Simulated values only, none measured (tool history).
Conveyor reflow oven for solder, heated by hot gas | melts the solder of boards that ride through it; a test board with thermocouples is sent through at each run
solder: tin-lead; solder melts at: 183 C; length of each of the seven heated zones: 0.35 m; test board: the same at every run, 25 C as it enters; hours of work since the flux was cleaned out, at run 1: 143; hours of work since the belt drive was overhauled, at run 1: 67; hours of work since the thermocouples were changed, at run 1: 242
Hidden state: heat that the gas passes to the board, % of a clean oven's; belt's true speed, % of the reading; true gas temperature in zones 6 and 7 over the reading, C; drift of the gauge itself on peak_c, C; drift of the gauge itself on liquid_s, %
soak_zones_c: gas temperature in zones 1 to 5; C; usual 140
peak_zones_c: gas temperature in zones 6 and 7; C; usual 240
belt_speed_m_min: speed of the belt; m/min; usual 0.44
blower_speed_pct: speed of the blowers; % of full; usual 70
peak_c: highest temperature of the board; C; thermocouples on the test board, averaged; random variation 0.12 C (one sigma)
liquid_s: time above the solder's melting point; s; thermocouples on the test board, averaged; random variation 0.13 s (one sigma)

run     day  soak_zones_c  peak_zones_c  belt_speed_m_min  blower_speed_pct  hours of work since the flux was cleaned out  hours of work since the belt drive was overhauled  hours of work since the thermocouples were changed  peak_c  liquid_s
  1       0           140           240              0.44                70                                           143                                                 67                                                 242   217.9      71.8
  2   0.529           140           240              0.44                70                                           149                                                 73                                                 248   217.9      71.8
  3   1.092           140           240              0.44                70                                           155                                                 79                                                 254   217.8      71.5
  4   1.433           140           240              0.44                70                                           158                                                 82                                                 257   217.7      71.7
  5   2.017           140           240              0.44                70                                           164                                                 89                                                 263   217.7      71.6
  6   2.362           140           240              0.44                70                                           168                                                 92                                                 267   217.9      71.7
  7   3.021           140           240              0.44                70                                           175                                                 99                                                 274   217.7      71.4
  8   3.321           140           240              0.44                70                                           178                                                102                                                 277   217.7      71.4
  9   3.762           140           240              0.44                70                                           183                                                107                                                 282   217.7      71.3
 10    4.15           140           240              0.44                70                                           187                                                111                                                 286   217.6      71.1
 11   4.592           140           240              0.44                70                                           192                                                116                                                 291   217.5      71.4
 12   5.221           127           240              0.44                70                                           199                                                123                                                 298   214.4      62.5
 13   5.908           140           228              0.44                70                                           206                                                130                                                 305   207.7      60.2
      6.258  -- flux residue cleaned out of gas plates and filters
 14   6.762           140           228              0.44                70                                             5                                                137                                                 312     210        64
 15   7.046           140           250              0.44                70                                             8                                                140                                                 315   228.3      81.1
 16   7.496           148           240              0.44                88                                            13                                                145                                                 320   226.5      84.1
 17     8.1           145           249             0.381                84                                            20                                                151                                                 326   237.3     103.1
 18    8.65           140           240              0.44                50                                            26                                                157                                                 332   210.6      62.2
 19   9.017           140           240              0.44                50                                            29                                                161                                                 336   210.6        62
 20   9.571           140           240              0.44                50                                            35                                                167                                                 342   210.7      62.1
 21   10.15           131           234             0.409                70                                            42                                                173                                                 348   215.5      71.3
 22  10.467           128           235             0.376                83                                            45                                                176                                                 351   222.4      85.9
 23  10.929           128           239              0.43                83                                            50                                                181                                                 356   221.4      73.1
 24  11.308           153           248             0.452                52                                            54                                                185                                                 360   220.3      77.4
 25  11.767           133           247             0.394                52                                            59                                                190                                                 365   220.4      79.1
 26  12.442           133           247             0.394                52                                            66                                                198                                                 372     220      79.5
 27  12.829           133           247             0.394                52                                            70                                                202                                                 377   220.3      79.3
 28    13.5           133           247             0.394                52                                            77                                                209                                                 384     220      79.1
 29  14.079           126           247             0.356                67                                            83                                                215                                                 390   229.7      95.3
 30  14.629           132           255             0.397                67                                            89                                                221                                                 396   233.4      90.6

Forecast each of these 5 alternatives for the next run:
  A  15.138           140           243              0.44                70                                            95                                                226                                                 401       ?         ?
  B  15.138           132           242             0.362                67                                            95                                                226                                                 401       ?         ?
  C  15.138           138           255             0.525                67                                            95                                                226                                                 401       ?         ?
  D  15.138           132           250             0.397                67                                            95                                                226                                                 401       ?         ?
  E  15.138           132           255             0.397                81                                            95                                                226                                                 401       ?         ?

run  peak_c  liquid_s
  A   221.5      75.8
  B   225.5      92.5
  C   221.3      61.8
  D     229      87.2
  E   238.2      94.2
Without the tool's hidden state the same runs would have given:
run  peak_c  liquid_s
  A   221.6      75.7
  B   225.3      92.3
  C   221.8        62
  D   229.1      87.1
  E   238.3      93.9

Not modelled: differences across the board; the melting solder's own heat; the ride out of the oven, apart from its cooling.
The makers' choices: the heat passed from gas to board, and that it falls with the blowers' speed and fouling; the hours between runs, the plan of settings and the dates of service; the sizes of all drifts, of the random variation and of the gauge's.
